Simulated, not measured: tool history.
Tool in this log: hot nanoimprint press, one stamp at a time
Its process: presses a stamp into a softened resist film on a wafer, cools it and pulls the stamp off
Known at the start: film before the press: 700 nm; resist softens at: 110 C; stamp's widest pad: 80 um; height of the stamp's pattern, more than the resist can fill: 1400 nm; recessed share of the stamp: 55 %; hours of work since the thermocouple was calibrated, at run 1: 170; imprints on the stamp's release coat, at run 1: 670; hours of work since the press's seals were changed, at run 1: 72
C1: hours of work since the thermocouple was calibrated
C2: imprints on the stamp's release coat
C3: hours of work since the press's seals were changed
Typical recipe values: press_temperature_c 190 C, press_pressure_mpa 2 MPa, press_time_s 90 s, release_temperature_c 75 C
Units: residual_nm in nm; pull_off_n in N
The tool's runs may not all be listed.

Run 1, day 0: usual settings; C1 170; C2 670; C3 72. Result: residual_nm 311.2 nm, pull_off_n 177 N.
Run 2, day 0.338: usual settings but press_pressure_mpa 1.27 MPa; C1 174; C2 693; C3 75. Result: residual_nm 377.2 nm, pull_off_n 177 N.
Run 3, day 0.942: usual settings but press_temperature_c 195 C, press_pressure_mpa 1.27 MPa; C1 179; C2 736; C3 81. Result: residual_nm 324.8 nm, pull_off_n 181 N.
Run 4, day 1.433: usual settings but press_temperature_c 195 C, press_pressure_mpa 1.27 MPa; C1 184; C2 770; C3 86. Result: residual_nm 326.5 nm, pull_off_n 184 N.
Run 5, day 2.029: usual settings but press_temperature_c 195 C, press_pressure_mpa 1.27 MPa; C1 190; C2 812; C3 92. Result: residual_nm 322.9 nm, pull_off_n 182 N.
Run 6, day 2.567: usual settings; C1 195; C2 849; C3 97. Result: residual_nm 309 nm, pull_off_n 181 N.
Run 7, day 3.342: usual settings but release_temperature_c 79 C; C1 203; C2 904; C3 105. Result: residual_nm 309.7 nm, pull_off_n 175 N.
Run 8, day 3.988: usual settings but release_temperature_c 79 C; C1 209; C2 948; C3 111. Result: residual_nm 311 nm, pull_off_n 182 N.
Run 9, day 4.512: usual settings but release_temperature_c 79 C; C1 214; C2 985; C3 116. Result: residual_nm 310.9 nm, pull_off_n 179 N.
Run 10, day 4.892: usual settings but release_temperature_c 79 C; C1 218; C2 1012; C3 120. Result: residual_nm 308.2 nm, pull_off_n 190 N.
Run 11, day 5.404: usual settings but press_temperature_c 189 C, release_temperature_c 80 C; C1 223; C2 1048; C3 125. Result: residual_nm 319.3 nm, pull_off_n 182 N.

For run 12, what comes out?
Run 12, day 5.821: usual settings but press_pressure_mpa 1.91 MPa, release_temperature_c 71 C; C1 227; C2 1077; C3 129. Result: residual_nm ?, pull_off_n ?.

{"run 12": {"residual_nm": 316.6, "pull_off_n": 196}}
Were there no unlogged condition in the tool, this run, its random variation unchanged, would have produced residual_nm 304.9 nm, pull_off_n 171 N.
